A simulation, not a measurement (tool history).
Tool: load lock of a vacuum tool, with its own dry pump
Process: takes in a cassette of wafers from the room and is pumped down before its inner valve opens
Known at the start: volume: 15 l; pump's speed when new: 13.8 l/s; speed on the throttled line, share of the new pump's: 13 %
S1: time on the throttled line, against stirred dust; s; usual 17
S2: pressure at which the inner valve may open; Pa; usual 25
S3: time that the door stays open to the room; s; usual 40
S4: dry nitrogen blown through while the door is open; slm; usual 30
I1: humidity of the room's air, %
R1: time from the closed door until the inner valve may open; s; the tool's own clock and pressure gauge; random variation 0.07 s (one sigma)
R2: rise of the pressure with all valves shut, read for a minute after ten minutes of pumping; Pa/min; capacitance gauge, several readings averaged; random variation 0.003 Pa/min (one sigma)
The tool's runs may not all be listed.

run   hour  S1  S2   S3  S4    I1     R1     R2
  1      0  17  25   40  30  40.5  23.78  0.029
  2   78.6  17  25   40  30  45.1   23.8  0.034
  3  146.9  17  25   40  30  45.8  23.79  0.032
  4  187.8  17  25   40  30  43.8  23.93  0.032
  5  265.3  17  25   40  30  48.7  23.67   0.03
  6  321.4  17  25   40  30  46.9  23.86  0.033
  7  420.5  17  25   40  30    45  23.74  0.037
  8  479.9  17  25   47  30  45.5   23.8  0.029
  9  565.8  17  43   47   8  41.8   23.1  0.057
 10  633.2  29  43  140   8  43.5  33.71  0.113
 11  704.4  18  43   35   6  42.7  23.93  0.045
 12  787.7  18  43   35   6  45.5  24.06  0.047
 13  832.3  18  35   72   6  44.3  24.32  0.081
 14  891.1  18  25  187   6    45  24.72   0.15
 15  958.1  18  25  187   6  47.6  24.67  0.166

4 ways to go on from here, each from the tool as it stands after run 15. What would each give?
  A  1002.8  23  25   40   6  46.1   ?   ?
  B  1002.8  18  29  187   6  43.8   ?   ?
  C  1002.8  12  25  187   6  42.1   ?   ?
  D  1002.8  17  25   34  30  45.3   ?   ?

run     R1     R2
  A  29.05  0.058
  B  24.57  0.152
  C   19.5  0.147
  D  23.76  0.027
Without the tool's hidden state the same runs would have given:
run     R1     R2
  A  29.05  0.058
  B  24.57  0.152
  C   19.5  0.147
  D  23.76  0.027

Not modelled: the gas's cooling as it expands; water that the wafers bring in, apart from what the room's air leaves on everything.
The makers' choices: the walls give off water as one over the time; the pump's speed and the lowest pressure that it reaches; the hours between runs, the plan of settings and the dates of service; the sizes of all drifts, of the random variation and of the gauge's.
